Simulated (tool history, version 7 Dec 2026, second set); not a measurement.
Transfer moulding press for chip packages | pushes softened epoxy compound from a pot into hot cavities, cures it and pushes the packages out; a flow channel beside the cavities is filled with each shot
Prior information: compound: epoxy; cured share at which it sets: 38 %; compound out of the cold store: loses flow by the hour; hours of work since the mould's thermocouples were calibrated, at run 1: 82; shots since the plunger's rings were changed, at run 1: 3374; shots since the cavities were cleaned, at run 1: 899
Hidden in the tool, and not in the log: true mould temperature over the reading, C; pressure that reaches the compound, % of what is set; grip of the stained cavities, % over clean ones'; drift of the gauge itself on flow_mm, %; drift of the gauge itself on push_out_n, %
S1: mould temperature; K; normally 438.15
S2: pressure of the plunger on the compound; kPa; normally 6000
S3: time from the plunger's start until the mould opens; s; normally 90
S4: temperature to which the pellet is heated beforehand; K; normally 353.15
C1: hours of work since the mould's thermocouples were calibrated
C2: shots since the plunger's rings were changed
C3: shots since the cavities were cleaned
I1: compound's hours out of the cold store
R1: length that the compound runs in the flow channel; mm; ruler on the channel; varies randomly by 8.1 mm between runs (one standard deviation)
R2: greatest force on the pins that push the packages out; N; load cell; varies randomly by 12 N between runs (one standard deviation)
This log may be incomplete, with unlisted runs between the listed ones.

run   hour      S1    S2   S3      S4   C1    C2   C3    I1   R1    R2
  1    0.0  438.15  6000   90  353.15   82  3374  899  44.0  829   778
      10.9  -- cavities cleaned with cleaning compound and waxed
  2   53.2  438.15  6000   92  353.15  108  3886  419  45.6  817   692
  3   79.7  438.15  6000   92  353.15  121  4149  682  36.9  808   711
     112.5  -- cavities cleaned with cleaning compound and waxed
  4  130.4  438.15  6000  121  353.15  145  4637  178  12.1  846   472
     183.2  -- plunger's sealing rings changed
  5  190.8  438.15  6000  121  353.15  174    75  752   9.7  960   572
     217.2  -- cavities cleaned with cleaning compound and waxed
  6  221.6  438.15  6000  121  353.15  188   366   44  21.7  920   437
  7  261.3  438.15  6000   90  353.15  208   759  437  33.5  894   701
  8  299.2  438.15  6000   90  353.15  227  1135  813  20.2  919   784
     320.3  -- cavities cleaned with cleaning compound and waxed
  9  350.0  438.15  6000   90  353.15  251  1624  295  45.7  859   642
 10  394.8  438.15  6000   90  353.15  273  2068  739  22.8  919   792
     421.5  -- cavities cleaned with cleaning compound and waxed
 11  421.5  438.15  6000   90  353.15  286  2319    0  19.5  903   565
     428.0  -- mould's thermocouples calibrated
 12  463.4  438.15  6000   90  353.15   18  2714  395  30.2  870   672
 13  501.7  438.15  7140   84  353.15   37  3094  775  17.6  970   886
     526.8  -- cavities cleaned with cleaning compound and waxed
 14  532.1  438.15  7140   84  353.15   51  3381   53  15.6  980   689
 15  579.2  438.15  6130   78  353.15   74  3847  519  47.6  823   928
     628.2  -- cavities cleaned with cleaning compound and waxed
 16  628.2  430.15  6130   71  353.15   98  4319    0  47.8  808  1519
     640.3  -- mould's thermocouples calibrated, once more
 17  681.8  439.15  4960   90  353.15   21  4830  511  47.0  721   668
     715.7  -- plunger's sealing rings changed
 18  719.5  439.15  6000   89  353.15   38    39  861  27.4  930   732
     735.6  -- cavities cleaned with cleaning compound and waxed
 19  762.3  436.15  6000   82  353.15   58   447  264  44.0  895   946

Run 20 has not been measured yet. What should we expect?
 20  811.5  436.15  6000  82  353.15  83  935  752  10.6   ?   ?

{"run 20": {"R1": 960, "R2": 1175}}
Minus the tool's unlogged condition, the same run would have read R1 979 mm, R2 850 N.

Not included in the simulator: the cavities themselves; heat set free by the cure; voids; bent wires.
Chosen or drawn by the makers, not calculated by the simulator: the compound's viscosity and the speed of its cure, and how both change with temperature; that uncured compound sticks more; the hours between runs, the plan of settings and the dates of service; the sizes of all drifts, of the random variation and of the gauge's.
